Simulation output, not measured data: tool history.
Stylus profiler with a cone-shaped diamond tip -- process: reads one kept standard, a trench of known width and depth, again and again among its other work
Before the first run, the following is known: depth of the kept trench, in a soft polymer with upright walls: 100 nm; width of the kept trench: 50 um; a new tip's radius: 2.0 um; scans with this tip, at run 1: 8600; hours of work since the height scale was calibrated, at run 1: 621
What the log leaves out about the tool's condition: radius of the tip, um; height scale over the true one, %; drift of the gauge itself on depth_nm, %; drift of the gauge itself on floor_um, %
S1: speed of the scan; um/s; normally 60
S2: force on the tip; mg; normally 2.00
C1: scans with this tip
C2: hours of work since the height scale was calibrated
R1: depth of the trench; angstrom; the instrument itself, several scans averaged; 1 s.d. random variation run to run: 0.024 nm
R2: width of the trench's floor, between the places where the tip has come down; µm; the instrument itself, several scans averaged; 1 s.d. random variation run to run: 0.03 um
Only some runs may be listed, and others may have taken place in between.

| run | hour | S1 | S2 | C1 | C2 | R1 | R2 |
|---|---|---|---|---|---|---|---|
| 1 | 0.0 | 60 | 2.00 | 8600 | 621 | 1011.2 | 48.07 |
| 2 | 27.3 | 60 | 2.00 | 8879 | 641 | 1011.3 | 48.09 |
| 3 | 81.1 | 60 | 2.00 | 9429 | 681 | 1011.2 | 48.02 |
| 4 | 126.7 | 67 | 2.00 | 9895 | 715 | 1011.0 | 47.95 |
| 5 | 173.6 | 67 | 2.00 | 10375 | 750 | 1011.7 | 47.97 |
| 6 | 206.1 | 67 | 2.00 | 10707 | 773 | 1011.4 | 47.98 |
| 7 | 230.2 | 179 | 2.00 | 10953 | 791 | 1011.7 | 47.17 |
| 8 | 278.4 | 60 | 2.00 | 11446 | 827 | 1011.9 | 48.04 |
| 9 | 329.4 | 60 | 2.00 | 11967 | 865 | 1011.5 | 48.05 |
| 10 | 355.5 | 17 | 2.00 | 12234 | 884 | 1011.4 | 48.28 |
| 11 | 394.1 | 17 | 0.81 | 12629 | 912 | 1007.0 | 48.21 |
| 12 | 424.6 | 60 | 2.00 | 12942 | 935 | 1011.7 | 47.96 |
| 13 | 470.6 | 60 | 2.00 | 13411 | 969 | 1011.7 | 47.93 |
| 14 | 500.5 | 60 | 2.00 | 13717 | 991 | 1011.9 | 47.98 |
| 15 | 527.9 | 65 | 3.53 | 13997 | 1011 | 1016.3 | 48.00 |
| 16 | 552.8 | 17 | 2.00 | 14252 | 1030 | 1011.3 | 48.18 |
| 17 | 588.1 | 26 | 1.99 | 14613 | 1056 | 1012.0 | 48.16 |
| 18 | 639.5 | 60 | 5.43 | 15139 | 1094 | 1021.7 | 48.07 |
| 19 | 691.3 | 60 | 5.43 | 15668 | 1132 | 1021.7 | 48.08 |
| 20 | 744.5 | 139 | 1.34 | 16212 | 1171 | 1009.5 | 47.17 |
| 21 | 776.1 | 139 | 1.34 | 16535 | 1195 | 1009.6 | 47.14 |
| 22 | 803.5 | 139 | 1.34 | 16815 | 1215 | 1009.5 | 47.09 |
| 23 | 852.5 | 52 | 2.90 | 17316 | 1251 | 1015.3 | 47.95 |

Some steps in R1, run to run, broken into two amounts with sign: the step expected even without the hidden condition (settings, incoming material, random variation), and the rest, left for the hidden condition together with whatever gauge scatter is not in both the measured and the hidden-condition-free result:
Run 1 -> 2: nothing adjusted, nothing logged. R1 +0.1 angstrom: hidden state +0.1, all else +0.0.
Run 4 -> 5: nothing adjusted, nothing logged. R1 +0.7 angstrom: hidden state +0.1, all else +0.6.
Run 17 -> 18: S1 26 -> 60, S2 1.99 -> 5.43. R1 +9.7 angstrom: hidden state +0.1, all else +9.6.
Run 19 -> 20: S1 60 -> 139, S2 5.43 -> 1.34. R1 -12.2 angstrom: hidden state +0.0, all else -12.2.
